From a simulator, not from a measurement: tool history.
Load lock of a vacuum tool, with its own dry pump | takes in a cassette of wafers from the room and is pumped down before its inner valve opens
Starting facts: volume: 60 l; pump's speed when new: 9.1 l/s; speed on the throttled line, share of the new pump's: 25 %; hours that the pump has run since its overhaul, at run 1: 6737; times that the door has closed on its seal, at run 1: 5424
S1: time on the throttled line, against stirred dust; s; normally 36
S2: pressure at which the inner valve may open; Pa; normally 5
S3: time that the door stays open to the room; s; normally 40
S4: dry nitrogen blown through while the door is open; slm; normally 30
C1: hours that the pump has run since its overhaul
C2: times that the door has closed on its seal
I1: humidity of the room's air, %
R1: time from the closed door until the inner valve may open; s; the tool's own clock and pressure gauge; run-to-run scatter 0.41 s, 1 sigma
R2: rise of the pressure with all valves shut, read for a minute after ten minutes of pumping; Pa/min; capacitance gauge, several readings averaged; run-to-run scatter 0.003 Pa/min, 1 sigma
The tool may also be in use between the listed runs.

run 1 day=0.000 | S1=36 S2=5 S3=40 S4=30 | C1=6737 C2=5424 | I1=44.5 | R1=97.3 R2=0.094
run 2 day=2.867 | S1=36 S2=5 S3=40 S4=5 | C1=6806 C2=5542 | I1=41.5 | R1=97.7 R2=0.102
run 3 day=6.125 | S1=36 S2=5 S3=40 S4=5 | C1=6884 C2=5675 | I1=47.0 | R1=97.7 R2=0.100
run 4 day=8.142 | S1=36 S2=6 S3=40 S4=30 | C1=6933 C2=5758 | I1=45.3 | R1=96.1 R2=0.099
run 5 day=9.671 | S1=36 S2=6 S3=40 S4=30 | C1=6969 C2=5820 | I1=44.8 | R1=95.9 R2=0.095
run 6 day=12.221 | S1=36 S2=6 S3=40 S4=30 | C1=7031 C2=5924 | I1=45.6 | R1=96.3 R2=0.095
run 7 day=15.475 | S1=36 S2=7 S3=40 S4=30 | C1=7109 C2=6058 | I1=45.3 | R1=94.7 R2=0.100
run 8 day=19.250 | S1=36 S2=5 S3=40 S4=30 | C1=7199 C2=6212 | I1=42.4 | R1=97.7 R2=0.101
run 9 day=21.971 | S1=36 S2=5 S3=70 S4=30 | C1=7265 C2=6323 | I1=48.2 | R1=98.3 R2=0.108
run 10 day=25.321 | S1=36 S2=5 S3=40 S4=30 | C1=7345 C2=6460 | I1=42.6 | R1=97.8 R2=0.108
run 11 day=28.108 | S1=36 S2=5 S3=40 S4=30 | C1=7412 C2=6574 | I1=43.3 | R1=98.2 R2=0.116
run 12 day=29.725 | S1=36 S2=5 S3=40 S4=30 | C1=7451 C2=6641 | I1=42.8 | R1=98.2 R2=0.109
run 13 day=31.275 | S1=36 S2=5 S3=40 S4=30 | C1=7488 C2=6704 | I1=43.1 | R1=97.8 R2=0.114
run 14 day=33.154 | S1=34 S2=7 S3=174 S4=16 | C1=7533 C2=6781 | I1=44.6 | R1=93.5 R2=0.134
run 15 day=35.700 | S1=58 S2=7 S3=49 S4=6 | C1=7594 C2=6885 | I1=48.8 | R1=110.6 R2=0.130
run 16 day=38.471 | S1=22 S2=4 S3=129 S4=5 | C1=7661 C2=6998 | I1=45.1 | R1=89.0 R2=0.146
run 17 day=41.992 | S1=38 S2=6 S3=184 S4=18 | C1=7745 C2=7142 | I1=45.9 | R1=97.6 R2=0.135
run 18 day=45.271 | S1=49 S2=8 S3=94 S4=8 | C1=7824 C2=7277 | I1=44.2 | R1=104.2 R2=0.148
run 19 day=48.583 | S1=49 S2=4 S3=56 S4=8 | C1=7903 C2=7412 | I1=42.5 | R1=109.8 R2=0.140
run 20 day=50.917 | S1=49 S2=4 S3=56 S4=8 | C1=7959 C2=7508 | I1=43.8 | R1=109.3 R2=0.137
run 21 day=53.983 | S1=64 S2=7 S3=94 S4=29 | C1=8033 C2=7633 | I1=46.4 | R1=116.3 R2=0.133
run 22 day=57.708 | S1=29 S2=7 S3=158 S4=30 | C1=8122 C2=7785 | I1=42.8 | R1=90.3 R2=0.137
run 23 day=60.767 | S1=36 S2=4 S3=40 S4=9 | C1=8196 C2=7911 | I1=45.3 | R1=100.0 R2=0.145
run 24 day=63.896 | S1=36 S2=5 S3=40 S4=7 | C1=8271 C2=8039 | I1=44.1 | R1=98.6 R2=0.145
run 25 day=65.829 | S1=36 S2=5 S3=40 S4=7 | C1=8317 C2=8118 | I1=46.1 | R1=98.2 R2=0.156

What if the next run were any one of these 4? Each begins from the tool's condition after run 25:
run A day=68.992 | S1=25 S2=5 S3=39 S4=7 | C1=8393 C2=8247 | I1=47.1 | R1=? R2=?
run B day=68.992 | S1=56 S2=5 S3=67 S4=30 | C1=8393 C2=8247 | I1=44.7 | R1=? R2=?
run C day=68.992 | S1=65 S2=7 S3=33 S4=7 | C1=8393 C2=8247 | I1=40.4 | R1=? R2=?
run D day=68.992 | S1=36 S2=5 S3=40 S4=32 | C1=8393 C2=8247 | I1=45.7 | R1=? R2=?

run=A R1=90.1 R2=0.156
run=B R1=113.2 R2=0.145
run=C R1=116.5 R2=0.151
run=D R1=98.3 R2=0.141
What these runs would have given with no unlogged condition in the tool:
run=A R1=84.6 R2=0.024
run=B R1=108.5 R2=0.013
run=C R1=112.3 R2=0.018
run=D R1=93.1 R2=0.007

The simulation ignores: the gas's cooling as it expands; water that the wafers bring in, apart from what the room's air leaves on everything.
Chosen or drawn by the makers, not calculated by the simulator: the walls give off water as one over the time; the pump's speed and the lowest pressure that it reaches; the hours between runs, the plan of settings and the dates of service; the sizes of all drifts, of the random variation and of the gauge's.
